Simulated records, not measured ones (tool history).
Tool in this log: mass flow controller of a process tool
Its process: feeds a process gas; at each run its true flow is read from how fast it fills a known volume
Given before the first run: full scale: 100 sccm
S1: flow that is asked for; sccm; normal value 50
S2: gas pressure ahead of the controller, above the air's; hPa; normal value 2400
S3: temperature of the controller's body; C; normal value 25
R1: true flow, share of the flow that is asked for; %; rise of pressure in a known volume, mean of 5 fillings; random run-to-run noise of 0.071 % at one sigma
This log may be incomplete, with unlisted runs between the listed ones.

{"run": 1, "hour": 0.0, "S1": 50, "S2": 2400, "S3": 25, "R1": 101.25}
{"run": 2, "hour": 111.4, "S1": 50, "S2": 2400, "S3": 25, "R1": 101.33}
{"run": 3, "hour": 238.8, "S1": 50, "S2": 2090, "S3": 25, "R1": 101.24}
{"run": 4, "hour": 409.3, "S1": 50, "S2": 2520, "S3": 25, "R1": 101.35}
{"run": 5, "hour": 585.6, "S1": 50, "S2": 2520, "S3": 25, "R1": 101.47}
{"run": 6, "hour": 716.3, "S1": 50, "S2": 2400, "S3": 25, "R1": 101.41}
{"run": 7, "hour": 914.0, "S1": 50, "S2": 2400, "S3": 25, "R1": 101.38}
{"run": 8, "hour": 1093.9, "S1": 50, "S2": 1560, "S3": 25, "R1": 101.23}
{"run": 9, "hour": 1275.8, "S1": 50, "S2": 1560, "S3": 25, "R1": 101.13}
{"run": 10, "hour": 1430.5, "S1": 50, "S2": 1560, "S3": 25, "R1": 101.32}
{"run": 11, "hour": 1537.6, "S1": 50, "S2": 2400, "S3": 23, "R1": 101.59}
{"run": 12, "hour": 1631.6, "S1": 50, "S2": 2400, "S3": 23, "R1": 101.62}
{"run": 13, "hour": 1786.5, "S1": 54, "S2": 2400, "S3": 23, "R1": 101.56}
{"run": 14, "hour": 1934.6, "S1": 50, "S2": 2400, "S3": 29, "R1": 101.67}
{"run": 15, "hour": 2126.0, "S1": 50, "S2": 2400, "S3": 25, "R1": 101.64}
{"run": 16, "hour": 2234.6, "S1": 50, "S2": 2400, "S3": 25, "R1": 101.66}
{"run": 17, "hour": 2339.1, "S1": 50, "S2": 2730, "S3": 25, "R1": 101.8}
{"run": 18, "hour": 2425.8, "S1": 50, "S2": 2730, "S3": 25, "R1": 101.85}
{"run": 19, "hour": 2570.9, "S1": 50, "S2": 2730, "S3": 20, "R1": 101.74}
{"run": 20, "hour": 2710.6, "S1": 50, "S2": 2730, "S3": 20, "R1": 101.77}
{"run": 21, "hour": 2830.7, "S1": 50, "S2": 2730, "S3": 20, "R1": 101.77}
{"run": 22, "hour": 3023.3, "S1": 21, "S2": 2400, "S3": 25, "R1": 103.49}
{"run": 23, "hour": 3175.6, "S1": 50, "S2": 2400, "S3": 25, "R1": 101.79}
{"run": 24, "hour": 3293.7, "S1": 79, "S2": 2400, "S3": 25, "R1": 101.64}
{"run": 25, "hour": 3383.6, "S1": 50, "S2": 2400, "S3": 25, "R1": 101.93}
{"run": 26, "hour": 3524.5, "S1": 50, "S2": 2400, "S3": 25, "R1": 102.03}
{"run": 27, "hour": 3650.8, "S1": 50, "S2": 2400, "S3": 32, "R1": 102.11}
{"run": 28, "hour": 3774.0, "S1": 18, "S2": 1450, "S3": 32, "R1": 104.13}
{"run": 29, "hour": 3856.2, "S1": 50, "S2": 1690, "S3": 32, "R1": 101.91}
{"run": 30, "hour": 4008.3, "S1": 59, "S2": 2400, "S3": 26, "R1": 101.95}
{"run": 31, "hour": 4106.5, "S1": 52, "S2": 2400, "S3": 34, "R1": 102.16}
{"run": 32, "hour": 4247.9, "S1": 52, "S2": 2400, "S3": 34, "R1": 102.27}
{"run": 33, "hour": 4429.3, "S1": 52, "S2": 2400, "S3": 34, "R1": 102.1}
{"hour": 4443.1, "done": "controller's zero set anew"}
{"run": 34, "hour": 4604.5, "S1": 73, "S2": 2450, "S3": 25, "R1": 102.36}
{"run": 35, "hour": 4735.8, "S1": 66, "S2": 2670, "S3": 25, "R1": 102.5}
{"run": 36, "hour": 4907.9, "S1": 50, "S2": 1740, "S3": 25, "R1": 102.62}
{"run": 37, "hour": 5100.1, "S1": 55, "S2": 2520, "S3": 29, "R1": 102.81}
{"hour": 5191.0, "done": "controller's zero set anew, once more"}
{"run": 38, "hour": 5288.9, "S1": 50, "S2": 1450, "S3": 34, "R1": 100.83}
{"run": 39, "hour": 5416.5, "S1": 14, "S2": 1820, "S3": 32, "R1": 101.2}
{"run": 40, "hour": 5588.0, "S1": 50, "S2": 2400, "S3": 29, "R1": 101.09}
{"run": 41, "hour": 5720.0, "S1": 25, "S2": 2540, "S3": 29, "R1": 101.13}
{"run": 42, "hour": 5806.9, "S1": 25, "S2": 2540, "S3": 29, "R1": 101.26}
{"run": 43, "hour": 5969.4, "S1": 25, "S2": 2540, "S3": 29, "R1": 101.21}
{"run": 44, "hour": 6097.6, "S1": 50, "S2": 2400, "S3": 23, "R1": 101.17}
{"run": 45, "hour": 6259.1, "S1": 50, "S2": 1970, "S3": 28, "R1": 101.09}
{"run": 46, "hour": 6425.9, "S1": 33, "S2": 2400, "S3": 32, "R1": 101.29}
{"run": 47, "hour": 6621.0, "S1": 71, "S2": 2220, "S3": 40, "R1": 101.41}
{"run": 48, "hour": 6711.3, "S1": 50, "S2": 2270, "S3": 30, "R1": 101.14}
{"run": 49, "hour": 6890.3, "S1": 50, "S2": 2270, "S3": 30, "R1": 101.28}

Below are 3 alternative next runs, each starting from the tool's condition after run 49. Predict each:
{"run": "A", "hour": 7050.3, "S1": 50, "S2": 2420, "S3": 31, "R1": "?"}
{"run": "B", "hour": 7050.3, "S1": 16, "S2": 2800, "S3": 25, "R1": "?"}
{"run": "C", "hour": 7050.3, "S1": 50, "S2": 2400, "S3": 21, "R1": "?"}

run=A R1=101.40
run=B R1=101.85
run=C R1=101.14
Stripped of hidden state, with their random variation kept, the same runs would have yielded:
run=A R1=100.00
run=B R1=99.71
run=C R1=99.73
